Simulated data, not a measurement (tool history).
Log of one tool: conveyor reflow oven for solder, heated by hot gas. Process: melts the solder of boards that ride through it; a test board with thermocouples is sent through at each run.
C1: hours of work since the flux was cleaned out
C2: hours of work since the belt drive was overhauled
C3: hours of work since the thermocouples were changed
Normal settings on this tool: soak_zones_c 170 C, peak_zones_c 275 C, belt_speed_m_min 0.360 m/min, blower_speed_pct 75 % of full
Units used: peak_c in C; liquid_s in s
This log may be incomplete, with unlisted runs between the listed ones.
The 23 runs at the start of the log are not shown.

run 24 hour=183.4 | soak_zones_c=166 peak_zones_c=272 belt_speed_m_min=0.411 blower_speed_pct=53 | C1=150 C2=129 C3=155 | peak_c=244.5 liquid_s=51.6
run 25 hour=188.4 | soak_zones_c=158 peak_zones_c=271 belt_speed_m_min=0.411 blower_speed_pct=69 | C1=153 C2=132 C3=159 | peak_c=245.1 liquid_s=52.0
run 26 hour=192.9 | soak_zones_c=167 peak_zones_c=271 belt_speed_m_min=0.375 blower_speed_pct=69 | C1=156 C2=135 C3=161 | peak_c=251.2 liquid_s=65.2
run 27 hour=199.1 | soak_zones_c=159 peak_zones_c=280 belt_speed_m_min=0.305 blower_speed_pct=69 | C1=160 C2=139 C3=165 | peak_c=265.0 liquid_s=95.0
run 28 hour=209.8 | soak_zones_c=157 peak_zones_c=267 belt_speed_m_min=0.305 blower_speed_pct=50 | C1=166 C2=146 C3=172 | peak_c=249.7 liquid_s=78.5
run 29 hour=216.8 | soak_zones_c=184 peak_zones_c=269 belt_speed_m_min=0.357 blower_speed_pct=61 | C1=171 C2=150 C3=176 | peak_c=252.9 liquid_s=79.8
run 30 hour=223.6 | soak_zones_c=184 peak_zones_c=269 belt_speed_m_min=0.357 blower_speed_pct=61 | C1=175 C2=154 C3=180 | peak_c=253.1 liquid_s=79.6
run 31 hour=228.9 | soak_zones_c=184 peak_zones_c=282 belt_speed_m_min=0.384 blower_speed_pct=75 | C1=178 C2=157 C3=183 | peak_c=263.8 liquid_s=82.7
run 32 hour=237.7 | soak_zones_c=181 peak_zones_c=275 belt_speed_m_min=0.310 blower_speed_pct=75 | C1=183 C2=163 C3=189 | peak_c=263.5 liquid_s=102.6

Branching from run 32: 3 alternative next runs. What would each branch give?
run A hour=243.0 | soak_zones_c=160 peak_zones_c=275 belt_speed_m_min=0.360 blower_speed_pct=75 | C1=187 C2=166 C3=192 | peak_c=? liquid_s=?
run B hour=243.0 | soak_zones_c=155 peak_zones_c=271 belt_speed_m_min=0.339 blower_speed_pct=75 | C1=187 C2=166 C3=192 | peak_c=? liquid_s=?
run C hour=243.0 | soak_zones_c=170 peak_zones_c=279 belt_speed_m_min=0.346 blower_speed_pct=81 | C1=187 C2=166 C3=192 | peak_c=? liquid_s=?

run=A peak_c=255.6 liquid_s=72.8
run=B peak_c=253.4 liquid_s=73.3
run=C peak_c=263.0 liquid_s=85.8
With the hidden condition removed and each run's random variation left untouched, the same runs would have given:
run=A peak_c=256.4 liquid_s=73.6
run=B peak_c=254.1 liquid_s=74.2
run=C peak_c=263.7 liquid_s=86.3
